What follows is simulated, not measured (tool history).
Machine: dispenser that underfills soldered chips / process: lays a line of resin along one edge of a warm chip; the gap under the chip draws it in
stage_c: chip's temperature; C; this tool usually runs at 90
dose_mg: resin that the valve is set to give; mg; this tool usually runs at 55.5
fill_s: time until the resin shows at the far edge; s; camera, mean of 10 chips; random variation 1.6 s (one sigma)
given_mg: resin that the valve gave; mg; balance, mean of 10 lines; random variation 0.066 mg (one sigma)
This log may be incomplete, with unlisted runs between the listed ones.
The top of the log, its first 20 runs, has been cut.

run   hour  stage_c  dose_mg  fill_s  given_mg
 21   82.6       83     67.3   254.3     65.71
      83.3  -- new syringe of resin
 22   85.5       79     54.0   242.1     52.80
 23   89.8       83     48.5   245.3     47.35
      91.8  -- dispensing valve cleaned and set on the balance
      95.5  -- new syringe of resin
 24   96.0       83     48.5   204.3     48.50
 25  100.5       97     56.3   148.2     56.32
 26  105.0      103     56.3   136.9     56.14
     106.8  -- new syringe of resin
 27  107.3      103     56.3   111.3     56.10
 28  112.5      105     54.8   123.0     54.49
 29  116.4      105     54.8   132.5     54.44
     118.3  -- new syringe of resin
 30  121.1      105     54.8   112.0     54.37
 31  126.2       82     47.5   250.5     47.00

Run 32 comes next. What will it give?
 32  128.4       93     71.3       ?         ?

Run 32 gave fill_s 183.0 s, given_mg 70.42 mg.
Had the tool carried no hidden state, the very same run would have given fill_s 144.7 s, given_mg 71.16 mg.
